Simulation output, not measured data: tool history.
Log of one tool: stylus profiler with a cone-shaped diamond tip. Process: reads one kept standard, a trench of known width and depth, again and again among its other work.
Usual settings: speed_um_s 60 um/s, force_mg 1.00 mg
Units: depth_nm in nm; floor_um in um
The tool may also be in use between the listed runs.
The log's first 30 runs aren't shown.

run	hour	speed_um_s	force_mg	scans with this tip	hours of work since the height scale was calibrated	depth_nm	floor_um
31	766.4	94	1.40	3504	275	201.29	26.80
32	782.5	94	1.40	3611	284	201.26	26.79
33	804.2	94	1.40	3755	295	201.25	26.75
34	828.6	94	1.40	3917	308	201.16	26.71
35	861.9	17	0.39	4139	325	200.59	27.22
36	877.4	104	0.39	4242	333	200.64	25.88
37	907.3	70	0.56	4441	349	200.70	26.56
38	941.2	187	2.76	4666	367	202.02	26.29
39	966.9	175	2.34	4837	380	201.78	26.31
40	987.0	192	0.85	4971	391	200.96	25.36
41	1018.8	192	0.85	5182	407	200.96	25.34
42	1042.4	18	0.85	5340	419	200.98	27.17
43	1065.6	21	0.63	5493	432	200.79	27.04
44	1094.7	21	0.63	5687	447	200.82	27.01
45	1122.3	145	0.57	5870	461	200.72	25.43
46	1154.7	145	0.57	6086	478	200.75	25.38
47	1186.1	145	0.57	6295	495	200.79	25.41
48	1220.9	144	0.74	6527	513	200.89	25.62

Forecast each of these 3 alternatives for the next run:
A	1235.6	26	1.24	6625	520	?	?
B	1235.6	60	0.50	6625	520	?	?
C	1235.6	29	0.48	6625	520	?	?

run	depth_nm	floor_um
A	201.27	26.95
B	200.72	26.38
C	200.70	26.78
Without the tool's hidden state the same runs would have given:
run	depth_nm	floor_um
A	201.12	27.83
B	200.57	27.26
C	200.55	27.66
